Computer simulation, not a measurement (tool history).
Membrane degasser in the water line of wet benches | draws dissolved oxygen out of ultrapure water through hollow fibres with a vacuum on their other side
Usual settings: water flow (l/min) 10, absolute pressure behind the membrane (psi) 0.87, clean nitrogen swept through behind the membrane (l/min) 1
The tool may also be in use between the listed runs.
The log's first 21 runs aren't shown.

run,hour,water flow (l/min),absolute pressure behind the membrane (psi),clean nitrogen swept through behind the membrane (l/min),dissolved oxygen in the water behind the degasser (ppb),pressure that the water loses in the fibres (psi)
22,742.6,9,0.87,2.53,244.6,9.078
# hour 765.6: vacuum gauge calibrated, once more
23,769.8,6,0.802,0.43,144.5,6.061
24,808.7,10,0.917,1.84,317.4,10.108
25,837.9,14,0.77,2.96,557.4,14.112
26,881.6,7,0.87,2.52,134.7,7.062
27,913.5,10,0.711,0.78,331.2,10.069
28,936.1,10,0.561,0.78,298.5,10.109
29,968.1,7,0.87,1,158.9,7.068

Run 30 comes next. What will it give?
30,997.7,7,0.87,2.69,?,?

Run 30 gave dissolved oxygen in the water behind the degasser (ppb) 131.1, pressure that the water loses in the fibres (psi) 7.026.
Without the tool's hidden state the same run would have given dissolved oxygen in the water behind the degasser (ppb) 129, pressure that the water loses in the fibres (psi) 7.001.
